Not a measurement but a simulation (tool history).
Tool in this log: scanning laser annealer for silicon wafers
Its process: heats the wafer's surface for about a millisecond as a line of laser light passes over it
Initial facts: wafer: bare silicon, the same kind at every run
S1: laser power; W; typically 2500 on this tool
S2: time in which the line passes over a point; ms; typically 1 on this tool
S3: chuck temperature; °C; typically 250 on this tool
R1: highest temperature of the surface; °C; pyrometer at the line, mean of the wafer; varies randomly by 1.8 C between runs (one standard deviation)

Run 1, day 0: usual settings. Result: R1 999 °C.
Run 2, day 0.383: usual settings. Result: R1 994 °C.
Run 3, day 0.575: usual settings. Result: R1 998 °C.
Run 4, day 0.838: usual settings but S3 260 °C. Result: R1 1003 °C.
Run 5, day 1.083: usual settings but S3 260 °C. Result: R1 1007 °C.
Run 6, day 1.358: usual settings but S3 249 °C. Result: R1 998 °C.
Run 7, day 1.729: usual settings but S3 249 °C. Result: R1 993 °C.
Run 8, day 2.033: usual settings but S2 0.94 ms. Result: R1 967 °C.
Run 9, day 2.212: usual settings but S2 0.94 ms. Result: R1 968 °C.
At day 2.371: laser's power meter calibrated.
Run 10, day 2.512: usual settings but S2 0.94 ms. Result: R1 968 °C.
Run 11, day 2.671: usual settings but S2 0.94 ms. Result: R1 966 °C.
Run 12, day 2.933: usual settings but S1 2715 W. Result: R1 1059 °C.
Run 13, day 3.133: usual settings but S1 2672 W, S2 0.9 ms, S3 247 °C. Result: R1 996 °C.
Run 14, day 3.467: usual settings but S1 2672 W, S2 0.9 ms, S3 247 °C. Result: R1 997 °C.
Run 15, day 3.679: usual settings but S1 2507 W, S2 0.73 ms, S3 247 °C. Result: R1 868 °C.
Run 16, day 3.858: usual settings but S1 2507 W, S2 0.73 ms, S3 247 °C. Result: R1 866 °C.
At day 4.012: laser's power meter calibrated, once more.
Run 17, day 4.275: usual settings but S1 2507 W, S2 0.92 ms, S3 277 °C. Result: R1 987 °C.
Run 18, day 4.658: usual settings but S1 2507 W, S2 0.92 ms, S3 277 °C. Result: R1 984 °C.
Run 19, day 4.888: usual settings but S1 2177 W, S2 0.79 ms, S3 274 °C. Result: R1 830 °C.
Run 20, day 5.146: usual settings but S1 2177 W, S2 0.79 ms, S3 274 °C. Result: R1 831 °C.
Run 21, day 5.525: usual settings but S1 2177 W, S2 0.79 ms, S3 274 °C. Result: R1 830 °C.
Run 22, day 5.762: usual settings but S1 2423 W, S2 0.71 ms, S3 248 °C. Result: R1 834 °C.

Branching from run 22: 4 alternative next runs. What would each branch give?
Run A, day 6.104: usual settings but S1 2423 W, S2 0.71 ms, S3 265 °C. Result: R1 ?.
Run B, day 6.104: usual settings but S1 2303 W, S2 0.96 ms, S3 218 °C. Result: R1 ?.
Run C, day 6.104: usual settings but S1 2589 W, S2 0.98 ms, S3 213 °C. Result: R1 ?.
Run D, day 6.104: usual settings but S1 2269 W, S2 0.82 ms. Result: R1 ?.

run   R1
  A  851
  B  880
  C  969
  D  845
With the hidden condition removed and each run's random variation left untouched, the same runs would have given:
run    R1
  A   888
  B   922
  C  1017
  D   883
